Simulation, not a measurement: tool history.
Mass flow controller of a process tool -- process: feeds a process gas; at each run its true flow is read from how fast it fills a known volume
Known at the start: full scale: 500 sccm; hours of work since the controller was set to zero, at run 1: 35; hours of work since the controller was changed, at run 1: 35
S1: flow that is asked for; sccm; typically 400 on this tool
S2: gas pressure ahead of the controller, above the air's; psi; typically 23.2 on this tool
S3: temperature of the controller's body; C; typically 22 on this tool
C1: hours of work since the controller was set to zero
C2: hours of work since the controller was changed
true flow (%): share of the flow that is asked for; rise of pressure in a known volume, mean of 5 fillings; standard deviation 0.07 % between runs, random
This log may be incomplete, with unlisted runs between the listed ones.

run 1 hour=0 | S1=400 S2=23.2 S3=22 | C1=35 C2=35 | true_flow_(%)=99.16
run 2 hour=61.5 | S1=400 S2=23.2 S3=22 | C1=76 C2=76 | true_flow_(%)=99.3
run 3 hour=148.9 | S1=400 S2=23.2 S3=22 | C1=133 C2=133 | true_flow_(%)=99.21
run 4 hour=188.8 | S1=400 S2=23.2 S3=28 | C1=160 C2=160 | true_flow_(%)=100.12
run 5 hour=232.7 | S1=400 S2=23.2 S3=28 | C1=188 C2=188 | true_flow_(%)=99.98
run 6 hour=291.6 | S1=400 S2=23.2 S3=28 | C1=227 C2=227 | true_flow_(%)=100.04
run 7 hour=368.5 | S1=400 S2=23.2 S3=28 | C1=278 C2=278 | true_flow_(%)=99.95
run 8 hour=419 | S1=400 S2=21.5 S3=22 | C1=311 C2=311 | true_flow_(%)=99.4
run 9 hour=459.1 | S1=400 S2=21.5 S3=22 | C1=337 C2=337 | true_flow_(%)=99.61
run 10 hour=511.9 | S1=400 S2=23.2 S3=22 | C1=372 C2=372 | true_flow_(%)=99.42
run 11 hour=554.3 | S1=400 S2=23.2 S3=22 | C1=400 C2=400 | true_flow_(%)=99.46
run 12 hour=642.7 | S1=400 S2=34.4 S3=22 | C1=458 C2=458 | true_flow_(%)=99.16
run 13 hour=696.6 | S1=400 S2=34.4 S3=22 | C1=494 C2=494 | true_flow_(%)=99.19
run 14 hour=742.6 | S1=400 S2=34.4 S3=22 | C1=524 C2=524 | true_flow_(%)=99.14
run 15 hour=806 | S1=213 S2=34.4 S3=22 | C1=566 C2=566 | true_flow_(%)=97.98
run 16 hour=866.3 | S1=400 S2=23.2 S3=22 | C1=605 C2=605 | true_flow_(%)=99.63
run 17 hour=953.4 | S1=400 S2=23.2 S3=39 | C1=663 C2=663 | true_flow_(%)=101.61
run 18 hour=996 | S1=68 S2=23.2 S3=22 | C1=691 C2=691 | true_flow_(%)=97.5
run 19 hour=1081.6 | S1=68 S2=23.2 S3=22 | C1=747 C2=747 | true_flow_(%)=97.43
run 20 hour=1148.6 | S1=68 S2=23.2 S3=22 | C1=791 C2=791 | true_flow_(%)=97.53
run 21 hour=1190.4 | S1=117 S2=20.3 S3=30 | C1=818 C2=818 | true_flow_(%)=98.84
run 22 hour=1227.9 | S1=107 S2=26.8 S3=32 | C1=843 C2=843 | true_flow_(%)=98.88
run 23 hour=1314 | S1=107 S2=32.1 S3=28 | C1=900 C2=900 | true_flow_(%)=98.34
run 24 hour=1384 | S1=163 S2=24.8 S3=40 | C1=946 C2=946 | true_flow_(%)=100.31
run 25 hour=1450.9 | S1=117 S2=24.8 S3=26 | C1=990 C2=990 | true_flow_(%)=98.35
run 26 hour=1514.3 | S1=138 S2=30 S3=40 | C1=1031 C2=1031 | true_flow_(%)=99.99
run 27 hour=1556 | S1=400 S2=23.2 S3=40 | C1=1059 C2=1059 | true_flow_(%)=102.19
run 28 hour=1637.3 | S1=60 S2=21.8 S3=22 | C1=1112 C2=1112 | true_flow_(%)=97.84
run 29 hour=1687.9 | S1=183 S2=38.4 S3=35 | C1=1146 C2=1146 | true_flow_(%)=99.64
run 30 hour=1753.2 | S1=183 S2=38.4 S3=35 | C1=1189 C2=1189 | true_flow_(%)=99.71
run 31 hour=1800.1 | S1=183 S2=38.4 S3=35 | C1=1219 C2=1219 | true_flow_(%)=99.64
run 32 hour=1853.3 | S1=125 S2=30.3 S3=32 | C1=1254 C2=1254 | true_flow_(%)=99.26

Forecast each of these 4 alternatives for the next run:
run A hour=1910.6 | S1=84 S2=28 S3=32 | C1=1292 C2=1292 | true_flow_(%)=?
run B hour=1910.6 | S1=268 S2=28.7 S3=32 | C1=1292 C2=1292 | true_flow_(%)=?
run C hour=1910.6 | S1=107 S2=28 S3=24 | C1=1292 C2=1292 | true_flow_(%)=?
run D hour=1910.6 | S1=181 S2=21.3 S3=40 | C1=1292 C2=1292 | true_flow_(%)=?

run=A true_flow_(%)=99.08
run=B true_flow_(%)=100.37
run=C true_flow_(%)=98.22
run=D true_flow_(%)=100.79
Without the tool's unlogged condition, the same runs would have read:
run=A true_flow_(%)=98
run=B true_flow_(%)=99.29
run=C true_flow_(%)=97.15
run=D true_flow_(%)=99.7
